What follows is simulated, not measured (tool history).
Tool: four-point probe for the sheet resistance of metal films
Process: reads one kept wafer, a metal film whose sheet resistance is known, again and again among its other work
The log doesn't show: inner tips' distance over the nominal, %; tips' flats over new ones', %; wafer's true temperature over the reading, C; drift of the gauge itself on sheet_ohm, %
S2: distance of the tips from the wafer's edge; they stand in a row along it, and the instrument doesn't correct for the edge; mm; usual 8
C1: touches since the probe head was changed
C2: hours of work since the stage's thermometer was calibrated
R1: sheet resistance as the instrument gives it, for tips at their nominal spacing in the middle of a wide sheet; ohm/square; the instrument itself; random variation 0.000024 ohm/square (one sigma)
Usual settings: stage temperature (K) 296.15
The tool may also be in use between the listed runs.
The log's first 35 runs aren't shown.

run 36 hour=725.8 | stage_temperature_(K)=306.15 S2=29 | C1=39711 C2=214 | R1=0.116588
run 37 hour=747.2 | stage_temperature_(K)=295.15 S2=3 | C1=40424 C2=230 | R1=0.123918
run 38 hour=760.2 | stage_temperature_(K)=304.15 S2=9 | C1=40857 C2=240 | R1=0.117426
run 39 hour=778.7 | stage_temperature_(K)=296.15 S2=28 | C1=41474 C2=254 | R1=0.117402
run 40 hour=799.5 | stage_temperature_(K)=293.15 S2=5 | C1=42167 C2=269 | R1=0.120037
run 41 hour=824.1 | stage_temperature_(K)=293.15 S2=5 | C1=42991 C2=287 | R1=0.120038
run 42 hour=839.8 | stage_temperature_(K)=307.15 S2=31 | C1=43512 C2=299 | R1=0.116565
run 43 hour=866.5 | stage_temperature_(K)=307.15 S2=31 | C1=44405 C2=319 | R1=0.116623

Forecast each of these 3 alternatives for the next run:
run A hour=888.9 | stage_temperature_(K)=306.15 S2=31 | C1=45152 C2=335 | R1=?
run B hour=888.9 | stage_temperature_(K)=296.15 S2=7 | C1=45152 C2=335 | R1=?
run C hour=888.9 | stage_temperature_(K)=301.15 S2=15 | C1=45152 C2=335 | R1=?

run=A R1=0.116697
run=B R1=0.118668
run=C R1=0.117221
Without the tool's hidden state the same runs would have given:
run=A R1=0.11695
run=B R1=0.118923
run=C R1=0.117474

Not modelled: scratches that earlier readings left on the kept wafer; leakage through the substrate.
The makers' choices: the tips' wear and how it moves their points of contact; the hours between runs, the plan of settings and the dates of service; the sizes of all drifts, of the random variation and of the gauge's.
